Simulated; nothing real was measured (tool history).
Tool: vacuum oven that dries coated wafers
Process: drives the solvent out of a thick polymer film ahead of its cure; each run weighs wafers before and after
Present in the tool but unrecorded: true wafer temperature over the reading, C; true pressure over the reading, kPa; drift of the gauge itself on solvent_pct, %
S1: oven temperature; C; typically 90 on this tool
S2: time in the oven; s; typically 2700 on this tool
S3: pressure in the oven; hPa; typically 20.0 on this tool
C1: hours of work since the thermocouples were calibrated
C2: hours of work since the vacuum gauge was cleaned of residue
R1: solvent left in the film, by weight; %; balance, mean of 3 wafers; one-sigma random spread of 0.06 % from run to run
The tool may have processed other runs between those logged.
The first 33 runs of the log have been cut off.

{"run": 34, "hour": 2023.3, "S1": 82, "S2": 4500, "S3": 40.2, "C1": 747, "C2": 538, "R1": 4.48}
{"run": 35, "hour": 2066.0, "S1": 90, "S2": 2700, "S3": 11.7, "C1": 777, "C2": 567, "R1": 3.7}
{"run": 36, "hour": 2128.3, "S1": 87, "S2": 2760, "S3": 26.2, "C1": 820, "C2": 610, "R1": 5.2}
{"run": 37, "hour": 2204.1, "S1": 80, "S2": 2700, "S3": 54.3, "C1": 872, "C2": 663, "R1": 9.17}
{"run": 38, "hour": 2238.5, "S1": 97, "S2": 1320, "S3": 11.6, "C1": 896, "C2": 687, "R1": 5.84}
{"run": 39, "hour": 2313.2, "S1": 96, "S2": 3060, "S3": 28.8, "C1": 948, "C2": 738, "R1": 1.93}
{"run": 40, "hour": 2349.5, "S1": 85, "S2": 2700, "S3": 53.3, "C1": 973, "C2": 764, "R1": 6.92}
{"run": 41, "hour": 2395.0, "S1": 85, "S2": 2700, "S3": 53.3, "C1": 1004, "C2": 795, "R1": 6.91}
{"run": 42, "hour": 2471.3, "S1": 98, "S2": 1860, "S3": 20.0, "C1": 1057, "C2": 848, "R1": 3.54}
{"run": 43, "hour": 2552.7, "S1": 98, "S2": 1860, "S3": 20.0, "C1": 1114, "C2": 904, "R1": 3.6}
{"run": 44, "hour": 2610.1, "S1": 103, "S2": 2940, "S3": 69.8, "C1": 1154, "C2": 944, "R1": 1.71}
{"run": 45, "hour": 2658.1, "S1": 103, "S2": 2940, "S3": 69.8, "C1": 1187, "C2": 977, "R1": 1.69}
{"hour": 2672.5, "done": "oven's thermocouples calibrated"}
{"run": 46, "hour": 2732.6, "S1": 91, "S2": 1980, "S3": 49.3, "C1": 42, "C2": 1028, "R1": 5.35}

5 options for the next run, each taken on its own from the tool as it stands now. Forecast them:
{"run": "A", "hour": 2779.0, "S1": 103, "S2": 2700, "S3": 57.0, "C1": 74, "C2": 1060, "R1": "?"}
{"run": "B", "hour": 2779.0, "S1": 101, "S2": 2100, "S3": 20.0, "C1": 74, "C2": 1060, "R1": "?"}
{"run": "C", "hour": 2779.0, "S1": 91, "S2": 3420, "S3": 15.9, "C1": 74, "C2": 1060, "R1": "?"}
{"run": "D", "hour": 2779.0, "S1": 85, "S2": 3180, "S3": 77.3, "C1": 74, "C2": 1060, "R1": "?"}
{"run": "E", "hour": 2779.0, "S1": 82, "S2": 1980, "S3": 12.7, "C1": 74, "C2": 1060, "R1": "?"}

run=A R1=1.36
run=B R1=1.65
run=C R1=1.81
run=D R1=5.45
run=E R1=8.53
Take away the tool's hidden state, keep each run's random variation, and the runs would have read:
run=A R1=1.30
run=B R1=1.61
run=C R1=1.74
run=D R1=5.40
run=E R1=8.50
